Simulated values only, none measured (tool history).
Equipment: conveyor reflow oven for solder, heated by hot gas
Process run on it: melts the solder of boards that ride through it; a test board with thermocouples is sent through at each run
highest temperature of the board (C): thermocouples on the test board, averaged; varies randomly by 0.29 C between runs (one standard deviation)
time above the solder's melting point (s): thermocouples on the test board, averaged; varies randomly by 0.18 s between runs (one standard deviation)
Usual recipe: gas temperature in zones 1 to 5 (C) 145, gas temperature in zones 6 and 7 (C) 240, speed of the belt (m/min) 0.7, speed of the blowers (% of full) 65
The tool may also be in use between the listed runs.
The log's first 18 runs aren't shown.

run	day	gas temperature in zones 1 to 5 (C)	gas temperature in zones 6 and 7 (C)	speed of the belt (m/min)	speed of the blowers (% of full)	hours of work since the flux was cleaned out	hours of work since the belt drive was overhauled	hours of work since the thermocouples were changed	highest temperature of the board (C)	time above the solder's melting point (s)
19	16.688	135	241	0.713	50	253	607	983	214	39.9
20	17.383	152	240	0.7	65	261	615	991	223.3	52.1
21	18.629	137	241	0.729	65	275	629	1005	220.4	43.5
22	19.271	137	241	0.729	65	282	636	1012	219.9	43.6
23	20.308	137	241	0.829	67	293	647	1023	215.5	35.6
24	21.575	137	241	0.829	67	307	661	1038	215	35.6
25	22.512	156	237	0.766	83	318	672	1048	223.4	48.8
26	23.812	156	253	0.682	69	332	686	1062	236.4	60.6
# day 24.017: thermocouples of zones 6 and 7 changed
27	25.208	143	253	0.715	57	347	701	13	228.7	50.9
28	26.4	143	253	0.715	57	360	714	26	228.8	51.3
29	27.071	135	251	0.709	51	367	721	34	223	46
30	27.796	147	240	0.593	65	375	729	42	227.1	62.6

Branching from run 30: 5 alternative next runs. What would each branch give?
A	28.879	156	249	0.7	65	387	741	54	?	?
B	28.879	147	240	0.602	65	387	741	54	?	?
C	28.879	146	241	0.593	79	387	741	54	?	?
D	28.879	131	251	0.7	85	387	741	54	?	?
E	28.879	145	253	0.591	65	387	741	54	?	?

run	highest temperature of the board (C)	time above the solder's melting point (s)
A	232	57.6
B	226.8	60.8
C	231.2	64
D	234.3	51.6
E	238.6	67
Take away the tool's hidden state, keep each run's random variation, and the runs would have read:
run	highest temperature of the board (C)	time above the solder's melting point (s)
A	232.1	57.6
B	226.9	60.8
C	231.3	64
D	234.5	51.6
E	238.7	67
